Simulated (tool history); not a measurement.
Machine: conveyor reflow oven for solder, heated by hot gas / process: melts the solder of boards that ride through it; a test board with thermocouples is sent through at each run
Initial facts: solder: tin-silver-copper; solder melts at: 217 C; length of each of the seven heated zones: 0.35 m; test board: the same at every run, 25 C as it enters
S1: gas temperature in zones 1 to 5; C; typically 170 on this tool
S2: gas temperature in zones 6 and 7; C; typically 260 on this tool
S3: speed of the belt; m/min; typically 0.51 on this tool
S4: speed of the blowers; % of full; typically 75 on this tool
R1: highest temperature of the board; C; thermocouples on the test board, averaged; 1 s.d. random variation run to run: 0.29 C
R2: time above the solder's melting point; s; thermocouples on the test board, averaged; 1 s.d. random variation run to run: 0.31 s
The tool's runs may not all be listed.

Run 1, hour 0: usual settings. Result: R1 250.6 C, R2 61.5 s.
Run 2, hour 75.6: usual settings but S4 61 % of full. Result: R1 248.8 C, R2 58.8 s.
Run 3, hour 148.6: usual settings but S2 266 C. Result: R1 256.6 C, R2 65.6 s.
At hour 224.8: flux residue cleaned out of gas plates and filters.
Run 4, hour 224.9: usual settings but S4 76 % of full. Result: R1 251.7 C, R2 62.4 s.
Run 5, hour 258.6: usual settings but S4 76 % of full. Result: R1 251.9 C, R2 63 s.
Run 6, hour 308.9: usual settings but S4 76 % of full. Result: R1 252.5 C, R2 62.9 s.
At hour 349.9: belt drive overhauled, speed set with a stopwatch.
Run 7, hour 349.9: usual settings. Result: R1 251 C, R2 62.2 s.
Run 8, hour 411.8: usual settings. Result: R1 251 C, R2 61.7 s.
Run 9, hour 476.8: usual settings but S1 165 C. Result: R1 250.9 C, R2 59.9 s.
Run 10, hour 518.3: usual settings but S1 165 C. Result: R1 250.7 C, R2 59 s.
Run 11, hour 563.2: usual settings but S1 165 C, S3 0.587 m/min. Result: R1 246.6 C, R2 47 s.
Run 12, hour 621.1: usual settings but S4 50 % of full. Result: R1 245.4 C, R2 54.8 s.
At hour 632.9: flux residue cleaned out of gas plates and filters.
Run 13, hour 695.5: usual settings but S4 50 % of full. Result: R1 246.7 C, R2 55.8 s.
Run 14, hour 760.4: usual settings but S1 159 C, S2 262 C, S4 50 % of full. Result: R1 246 C, R2 51.6 s.
Run 15, hour 810.6: usual settings but S1 164 C, S3 0.502 m/min. Result: R1 252.3 C, R2 61.4 s.
Run 16, hour 863.1: usual settings but S1 164 C, S3 0.502 m/min. Result: R1 251.8 C, R2 60.7 s.
Run 17, hour 926: usual settings but S1 163 C, S2 274 C, S3 0.584 m/min, S4 73 % of full. Result: R1 259.4 C, R2 55.1 s.
Run 18, hour 981.7: usual settings but S2 263 C, S3 0.514 m/min. Result: R1 254.9 C, R2 63.6 s.
At hour 1037.4: flux residue cleaned out of gas plates and filters.
At hour 1056.9: thermocouples of zones 6 and 7 changed.
Run 19, hour 1063.7: usual settings but S1 175 C, S2 263 C, S3 0.531 m/min, S4 90 % of full. Result: R1 254.7 C, R2 63.6 s.

What if the next run were any one of these 5? Each begins from the tool's condition after run 19:
Run A, hour 1099.2: usual settings but S1 175 C, S2 263 C, S3 0.478 m/min, S4 84 % of full. Result: R1 ?, R2 ?.
Run B, hour 1099.2: usual settings but S1 169 C, S2 266 C, S3 0.531 m/min, S4 50 % of full. Result: R1 ?, R2 ?.
Run C, hour 1099.2: usual settings but S1 175 C, S2 263 C, S3 0.531 m/min, S4 55 % of full. Result: R1 ?, R2 ?.
Run D, hour 1099.2: usual settings but S1 167 C, S3 0.426 m/min, S4 55 % of full. Result: R1 ?, R2 ?.
Run E, hour 1099.2: usual settings but S1 173 C, S2 263 C, S3 0.531 m/min, S4 90 % of full. Result: R1 ?, R2 ?.

run     R1    R2
  A  256.1  72.6
  B  247.9  54.3
  C  248.8  56.9
  D  250.5  72.3
  E  254.8  63.3
With the hidden condition removed and each run's random variation left untouched, the same runs would have given:
run     R1    R2
  A  256.2  72.3
  B    248    54
  C  248.9  56.6
  D  250.6    72
  E    255    63
